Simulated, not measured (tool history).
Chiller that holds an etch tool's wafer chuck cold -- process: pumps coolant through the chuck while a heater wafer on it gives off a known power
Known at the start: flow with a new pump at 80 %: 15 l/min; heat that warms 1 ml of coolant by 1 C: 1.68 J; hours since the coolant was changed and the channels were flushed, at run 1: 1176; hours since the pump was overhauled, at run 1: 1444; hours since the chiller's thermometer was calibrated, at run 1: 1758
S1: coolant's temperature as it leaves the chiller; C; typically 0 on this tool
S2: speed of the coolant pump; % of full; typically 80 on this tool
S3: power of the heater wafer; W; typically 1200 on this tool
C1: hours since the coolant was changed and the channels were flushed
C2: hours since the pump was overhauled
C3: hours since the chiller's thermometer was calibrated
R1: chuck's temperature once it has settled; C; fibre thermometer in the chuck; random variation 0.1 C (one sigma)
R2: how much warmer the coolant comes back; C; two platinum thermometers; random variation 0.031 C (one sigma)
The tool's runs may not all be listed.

Run 1, hour 0: usual settings; C1 1176; C2 1444; C3 1758. Result: R1 7.7 C, R2 2.91 C.
Run 2, hour 67.5: usual settings; C1 1243; C2 1512; C3 1825. Result: R1 7.6 C, R2 2.88 C.
Run 3, hour 159.1: usual settings; C1 1335; C2 1603; C3 1917. Result: R1 7.8 C, R2 2.97 C.
Run 4, hour 209.5: usual settings but S1 9 C; C1 1385; C2 1654; C3 1967. Result: R1 16.8 C, R2 2.97 C.
Run 5, hour 283: usual settings but S1 9 C; C1 1459; C2 1727; C3 2041. Result: R1 16.6 C, R2 2.95 C.
Run 6, hour 323.4: usual settings but S1 9 C; C1 1499; C2 1768; C3 2081. Result: R1 16.6 C, R2 2.96 C.
Run 7, hour 407.3: usual settings but S1 9 C; C1 1583; C2 1851; C3 2165. Result: R1 16.8 C, R2 3.01 C.
At hour 448.1: chiller's thermometer calibrated.
Run 8, hour 453.7: usual settings but S3 942 W; C1 1629; C2 1897; C3 6. Result: R1 6.7 C, R2 2.32 C.
Run 9, hour 537.3: usual settings but S3 942 W; C1 1712; C2 1980; C3 89. Result: R1 6.4 C, R2 2.39 C.
Run 10, hour 587.1: usual settings but S3 617 W; C1 1762; C2 2030; C3 139. Result: R1 4.4 C, R2 1.53 C.
Run 11, hour 666.8: usual settings but S3 617 W; C1 1842; C2 2110; C3 219. Result: R1 4.2 C, R2 1.53 C.
Run 12, hour 731.5: usual settings but S3 617 W; C1 1906; C2 2175; C3 283. Result: R1 4.3 C, R2 1.59 C.
Run 13, hour 830.2: usual settings; C1 2005; C2 2273; C3 382. Result: R1 8.2 C, R2 2.96 C.
Run 14, hour 881.6: usual settings but S1 -8 C; C1 2056; C2 2325; C3 434. Result: R1 0.3 C, R2 3.03 C.
Run 15, hour 922.8: usual settings but S1 -8 C; C1 2098; C2 2366; C3 475. Result: R1 0 C, R2 2.98 C.
Run 16, hour 1001.3: usual settings but S1 -8 C; C1 2176; C2 2444; C3 553. Result: R1 0.1 C, R2 2.9 C.
Run 17, hour 1051.8: usual settings but S1 -8 C; C1 2227; C2 2495; C3 604. Result: R1 0.1 C, R2 2.97 C.
Run 18, hour 1127.8: usual settings but S1 -8 C; C1 2303; C2 2571; C3 680. Result: R1 0.2 C, R2 2.95 C.
Run 19, hour 1171.9: usual settings but S1 -8 C; C1 2347; C2 2615; C3 724. Result: R1 0.2 C, R2 3.01 C.
Run 20, hour 1261.1: usual settings but S1 -7 C, S2 69 % of full, S3 610 W; C1 2436; C2 2704; C3 813. Result: R1 -2.4 C, R2 1.76 C.
Run 21, hour 1345.9: usual settings but S1 -7 C, S2 69 % of full, S3 610 W; C1 2521; C2 2789; C3 898. Result: R1 -2.5 C, R2 1.76 C.
Run 22, hour 1428.3: usual settings but S1 -7 C, S2 69 % of full, S3 610 W; C1 2603; C2 2871; C3 980. Result: R1 -2.4 C, R2 1.8 C.
Run 23, hour 1468.6: usual settings but S1 -7 C, S2 69 % of full, S3 610 W; C1 2643; C2 2912; C3 1021. Result: R1 -2.7 C, R2 1.76 C.
Run 24, hour 1546.4: usual settings but S3 1119 W; C1 2721; C2 2990; C3 1098. Result: R1 7.6 C, R2 2.81 C.
Run 25, hour 1591.1: usual settings but S3 1602 W; C1 2766; C2 3034; C3 1143. Result: R1 11.3 C, R2 4.05 C.

Run 26 comes next. What will it give?
Run 26, hour 1677.3: usual settings but S3 1602 W; C1 2852; C2 3120; C3 1229. Result: R1 ?, R2 ?.

R1: 11.1 C
R2: 4.06 C
The same run, on a tool lacking any hidden state, would have yielded R1 10.4 C, R2 3.85 C.

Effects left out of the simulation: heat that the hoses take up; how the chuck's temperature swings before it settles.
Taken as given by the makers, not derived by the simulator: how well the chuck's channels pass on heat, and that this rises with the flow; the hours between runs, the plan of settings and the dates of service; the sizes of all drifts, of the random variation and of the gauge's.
